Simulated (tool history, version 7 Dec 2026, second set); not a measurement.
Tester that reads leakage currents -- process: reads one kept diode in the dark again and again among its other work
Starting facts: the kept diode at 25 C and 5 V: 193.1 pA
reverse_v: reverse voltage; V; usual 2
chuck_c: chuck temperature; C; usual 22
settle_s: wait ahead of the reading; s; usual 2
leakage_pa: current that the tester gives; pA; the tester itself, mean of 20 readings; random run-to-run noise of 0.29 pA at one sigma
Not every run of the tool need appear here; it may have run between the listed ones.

| run | hour | reverse_v | chuck_c | settle_s | leakage_pa |
|---|---|---|---|---|---|
| 1 | 0 | 2 | 22 | 2 | 110.59 |
| 2 | 73.9 | 2 | 22 | 2 | 110.62 |
| 3 | 122.9 | 10.95 | 22 | 2 | 259.2 |
| 4 | 206.6 | 10.95 | 22 | 2 | 260.39 |
| 5 | 253.3 | 2 | 30 | 2 | 208.39 |
| 6 | 336.3 | 2 | 30 | 2 | 208.81 |
| 7 | 419.5 | 2 | 30 | 2 | 209.54 |
| 8 | 467.8 | 2 | 30 | 2 | 210.36 |
|  | 522.3 | chuck's temperature calibrated |
| 9 | 546.5 | 2 | 30 | 2 | 186.29 |
| 10 | 611.3 | 2 | 30 | 2 | 185.05 |
| 11 | 692.9 | 2 | 45 | 2 | 556.23 |
| 12 | 758.4 | 2 | 22 | 2 | 98.93 |
| 13 | 851.9 | 2 | 22 | 2 | 99.75 |
| 14 | 911.5 | 2 | 22 | 2 | 99.2 |
| 15 | 975.8 | 10.19 | 29 | 2.96 | 388.52 |
| 16 | 1021.5 | 10.19 | 29 | 2.96 | 391.23 |
| 17 | 1107.3 | 10.19 | 29 | 2.96 | 391.08 |
| 18 | 1153 | 2 | 49 | 4.67 | 743.09 |
| 19 | 1257.3 | 3.78 | 49 | 0.67 | 1026.62 |
| 20 | 1357.1 | 3.78 | 49 | 0.67 | 1035.54 |
| 21 | 1456.7 | 3.78 | 49 | 0.67 | 1025.48 |
| 22 | 1534.2 | 3.78 | 49 | 0.67 | 1040.56 |
| 23 | 1624 | 1.93 | 26 | 0.39 | 138.8 |
| 24 | 1700.7 | 1.93 | 26 | 0.39 | 138.72 |
| 25 | 1761.6 | 1.93 | 26 | 0.39 | 139.44 |
| 26 | 1854.7 | 2 | 55 | 2 | 1131.88 |
| 27 | 1937.5 | 2 | 21 | 1.39 | 94.91 |
| 28 | 1986.6 | 2 | 24 | 0.72 | 121.57 |

5 ways to go on from here, each from the tool as it stands after run 28. What would each give?
| A | 2090.1 | 2 | 22 | 2.66 | ? |
| B | 2090.1 | 4.98 | 59 | 0.62 | ? |
| C | 2090.1 | 1.51 | 40 | 0.51 | ? |
| D | 2090.1 | 11.04 | 22 | 2 | ? |
| E | 2090.1 | 2 | 30 | 0.56 | ? |

| run | leakage_pa |
|---|---|
| A | 103.74 |
| B | 2317.6 |
| C | 356 |
| D | 243.49 |
| E | 195.41 |
Had the tool no hidden state, the same runs would have come out as:
| run | leakage_pa |
|---|---|
| A | 96.72 |
| B | 2196.38 |
| C | 335.43 |
| D | 225.27 |
| E | 183.23 |

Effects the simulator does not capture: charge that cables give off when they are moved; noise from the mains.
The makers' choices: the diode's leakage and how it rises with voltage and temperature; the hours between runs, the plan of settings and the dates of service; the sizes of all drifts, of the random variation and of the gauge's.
